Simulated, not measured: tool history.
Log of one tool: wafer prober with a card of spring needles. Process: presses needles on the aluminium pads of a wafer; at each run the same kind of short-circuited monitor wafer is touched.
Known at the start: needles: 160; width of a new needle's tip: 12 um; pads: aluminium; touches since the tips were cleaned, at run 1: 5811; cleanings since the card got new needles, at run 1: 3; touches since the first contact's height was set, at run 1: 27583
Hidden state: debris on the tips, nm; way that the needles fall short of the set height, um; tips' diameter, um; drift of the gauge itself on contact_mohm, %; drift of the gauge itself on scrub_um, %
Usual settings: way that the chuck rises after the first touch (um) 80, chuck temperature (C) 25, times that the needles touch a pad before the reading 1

run     day  way that the chuck rises after the first touch (um)  chuck temperature (C)  times that the needles touch a pad before the reading  touches since the tips were cleaned  cleanings since the card got new needles  touches since the first contact's height was set  resistance of one needle with its contact and lead (mohm)  way that a needle slides on the pad (um)
  1       0                                                   80                     25                                                      1                                 5811                                         3                                             27583                                                        327                                     16.69
       0.05  -- tips cleaned on abrasive film
      0.496  -- tips cleaned on abrasive film
  2   0.625                                                   80                     25                                                      1                                 1867                                         5                                             36516                                                        289                                      16.7
       0.95  -- tips cleaned on abrasive film
  3   0.979                                                   80                     25                                                      1                                  437                                         6                                             41583                                                        250                                     16.79
      1.425  -- tips cleaned on abrasive film
  4   1.588                                                   70                     25                                                      1                                 2323                                         7                                             50316                                                        320                                      14.6
      1.875  -- tips cleaned on abrasive film
  5   1.917                                                   70                     25                                                      1                                  576                                         8                                             55000                                                        263                                     14.56
      2.362  -- tips cleaned on abrasive film
  6   2.558                                                   80                     25                                                      2                                 2839                                         9                                             64230                                                        276                                     16.63
      2.808  -- tips cleaned on abrasive film
  7   2.871                                                   80                     25                                                      2                                  901                                        10                                             68696                                                        244                                     16.54
      3.262  -- tips cleaned on abrasive film
  8   3.438                                                   80                    115                                                      1                                 2477                                        11                                             76831                                                        312                                     16.61
      3.712  -- tips cleaned on abrasive film
  9     3.8                                                   80                    115                                                      1                                 1237                                        12                                             82026                                                        288                                     16.61
      4.162  -- tips cleaned on abrasive film
 10   4.354                                                   79                    115                                                      1                                 2748                                        13                                             89992                                                        321                                     16.42
      4.608  -- tips cleaned on abrasive film
 11   4.658                                                   79                    115                                                      1                                  718                                        14                                             94370                                                        281                                     16.37
       5.05  -- tips cleaned on abrasive film
 12   5.058                                                   80                     25                                                      1                                  106                                        15                                            100069                                                        233                                     16.54
      5.517  -- tips cleaned on abrasive film
 13   5.629                                                   80                     25                                                      1                                 1628                                        16                                            108285                                                        290                                     16.64
 14   5.888                                                   80                     25                                                      1                                 5372                                        16                                            112029                                                        346                                     16.54
      5.975  -- tips cleaned on abrasive film
      6.438  -- tips cleaned on abrasive film
 15   6.471                                                   80                     25                                                      2                                  466                                        18                                            120326                                                        235                                     16.48
      6.929  -- tips cleaned on abrasive film
 16   6.971                                                   80                     25                                                      2                                  613                                        19                                            127507                                                        238                                     16.38
 17   7.262                                                   76                    112                                                      1                                 4835                                        19                                            131729                                                        358                                     15.64
      7.417  -- tips cleaned on abrasive film
 18   7.733                                                   76                     77                                                      1                                 4575                                        20                                            138507                                                        352                                     15.61
      7.883  -- tips cleaned on abrasive film
 19   8.008                                                   76                     77                                                      1                                 1793                                        21                                            142418                                                        305                                     15.58
      8.342  -- tips cleaned on abrasive film
 20   8.521                                                   80                     38                                                      1                                 2587                                        22                                            149768                                                        317                                     16.33
      8.808  -- tips cleaned on abrasive film
 21   8.912                                                   96                     34                                                      3                                 1526                                        23                                            155379                                                        234                                     19.86
      9.279  -- tips cleaned on abrasive film
 22   9.529                                                   96                     42                                                      3                                 3647                                        24                                            164276                                                        252                                     19.76
      9.738  -- tips cleaned on abrasive film
 23  10.046                                                   63                     75                                                      1                                 4452                                        25                                            171656                                                        406                                     12.89
     10.192  -- tips cleaned on abrasive film
 24  10.612                                                   63                     75                                                      1                                 6085                                        26                                            179827                                                        433                                     12.85
     10.658  -- tips cleaned on abrasive film
     11.129  -- tips cleaned on abrasive film
 25  11.242                                                   71                     86                                                      1                                 1618                                        28                                            188764                                                        319                                     14.48
     11.604  -- tips cleaned on abrasive film
 26  11.808                                                   91                     25                                                      1                                 2981                                        29                                            196940                                                        298                                     18.64
     12.058  -- tips cleaned on abrasive film
 27  12.333                                                   91                     33                                                      1                                 3947                                        30                                            204464                                                        310                                     18.69
     12.504  -- tips cleaned on abrasive film
 28  12.712                                                   91                     33                                                      1                                 3047                                        31                                            209928                                                        295                                     18.65
     12.958  -- tips cleaned on abrasive film
 29  13.208                                                   62                     54                                                      1                                 3624                                        32                                            217000                                                        404                                     12.52
     13.425  -- tips cleaned on abrasive film
 30  13.762                                                   80                     72                                                      1                                 4903                                        33                                            225000                                                        355                                     16.35
       13.9  -- tips cleaned on abrasive film
 31  14.283                                                   80                     72                                                      1                                 5572                                        34                                            232452                                                        360                                     16.26
     14.346  -- tips cleaned on abrasive film
     14.596  -- height of the first contact set anew
 32  14.675                                                   80                     72                                                      1                                 4572                                        35                                              1173                                                        340                                     16.72

Some steps in resistance of one needle with its contact and lead (mohm) between neighbouring runs. How much of each would the tool show without its hidden state too (settings, what came in, random variation), and how much is left for the hidden state, with any gauge scatter that isn't in both results?
Run 14 -> 15: times that the needles touch a pad before the reading 1 -> 2, tips cleaned on abrasive film, tips cleaned on abrasive film. resistance of one needle with its contact and lead (mohm) -111: hidden state -111, all else +0.
Run 16 -> 17: way that the chuck rises after the first touch (um) 80 -> 76, chuck temperature (C) 25 -> 112, times that the needles touch a pad before the reading 2 -> 1. resistance of one needle with its contact and lead (mohm) +120: hidden state +95, all else +25.
Run 22 -> 23: way that the chuck rises after the first touch (um) 96 -> 63, chuck temperature (C) 42 -> 75, times that the needles touch a pad before the reading 3 -> 1, tips cleaned on abrasive film. resistance of one needle with its contact and lead (mohm) +154: hidden state +140, all else +14.
Run 24 -> 25: way that the chuck rises after the first touch (um) 63 -> 71, chuck temperature (C) 75 -> 86, tips cleaned on abrasive film, tips cleaned on abrasive film. resistance of one needle with its contact and lead (mohm) -114: hidden state -111, all else -3.

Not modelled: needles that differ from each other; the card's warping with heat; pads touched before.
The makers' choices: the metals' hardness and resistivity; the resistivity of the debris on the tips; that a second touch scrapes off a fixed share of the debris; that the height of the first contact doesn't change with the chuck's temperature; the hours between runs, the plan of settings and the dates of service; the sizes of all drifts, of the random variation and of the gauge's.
